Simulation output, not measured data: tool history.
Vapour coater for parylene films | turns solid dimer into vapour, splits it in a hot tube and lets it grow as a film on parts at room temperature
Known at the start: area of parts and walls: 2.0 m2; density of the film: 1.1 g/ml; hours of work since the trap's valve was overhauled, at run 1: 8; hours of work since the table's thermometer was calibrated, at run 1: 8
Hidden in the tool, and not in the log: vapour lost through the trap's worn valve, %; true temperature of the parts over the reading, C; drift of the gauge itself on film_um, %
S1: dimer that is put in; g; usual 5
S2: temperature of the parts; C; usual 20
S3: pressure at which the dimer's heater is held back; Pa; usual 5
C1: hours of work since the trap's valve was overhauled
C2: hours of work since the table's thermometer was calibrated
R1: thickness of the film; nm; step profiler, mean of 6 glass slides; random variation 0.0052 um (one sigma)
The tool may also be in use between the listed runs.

run 1 hour=0 | S1=5 S2=20 S3=5 | C1=8 C2=8 | R1=1120
run 2 hour=35.5 | S1=5 S2=20 S3=5 | C1=23 C2=23 | R1=1119
run 3 hour=78.7 | S1=5 S2=20 S3=5 | C1=42 C2=42 | R1=1105
run 4 hour=123.9 | S1=3 S2=20 S3=5 | C1=61 C2=61 | R1=662
run 5 hour=175.5 | S1=5 S2=21 S3=5 | C1=83 C2=83 | R1=1059
run 6 hour=208 | S1=5 S2=21 S3=5 | C1=97 C2=97 | R1=1056
run 7 hour=262.7 | S1=6 S2=20 S3=5 | C1=121 C2=121 | R1=1290
run 8 hour=295.2 | S1=5 S2=20 S3=4.49 | C1=135 C2=135 | R1=1069
run 9 hour=358.7 | S1=3 S2=17 S3=4.58 | C1=162 C2=162 | R1=692
run 10 hour=398.3 | S1=3 S2=17 S3=4.58 | C1=179 C2=179 | R1=685

Forecast each of these 5 alternatives for the next run:
run A hour=450.9 | S1=5 S2=20 S3=5 | C1=202 C2=202 | R1=?
run B hour=450.9 | S1=3 S2=17 S3=2.37 | C1=202 C2=202 | R1=?
run C hour=450.9 | S1=3 S2=32 S3=3.58 | C1=202 C2=202 | R1=?
run D hour=450.9 | S1=8 S2=24 S3=4.12 | C1=202 C2=202 | R1=?
run E hour=450.9 | S1=3 S2=14 S3=4.58 | C1=202 C2=202 | R1=?

run=A R1=1028
run=B R1=726
run=C R1=453
run=D R1=1512
run=E R1=738
Without the tool's hidden state the same runs would have given:
run=A R1=1119
run=B R1=790
run=C R1=494
run=D R1=1647
run=E R1=804

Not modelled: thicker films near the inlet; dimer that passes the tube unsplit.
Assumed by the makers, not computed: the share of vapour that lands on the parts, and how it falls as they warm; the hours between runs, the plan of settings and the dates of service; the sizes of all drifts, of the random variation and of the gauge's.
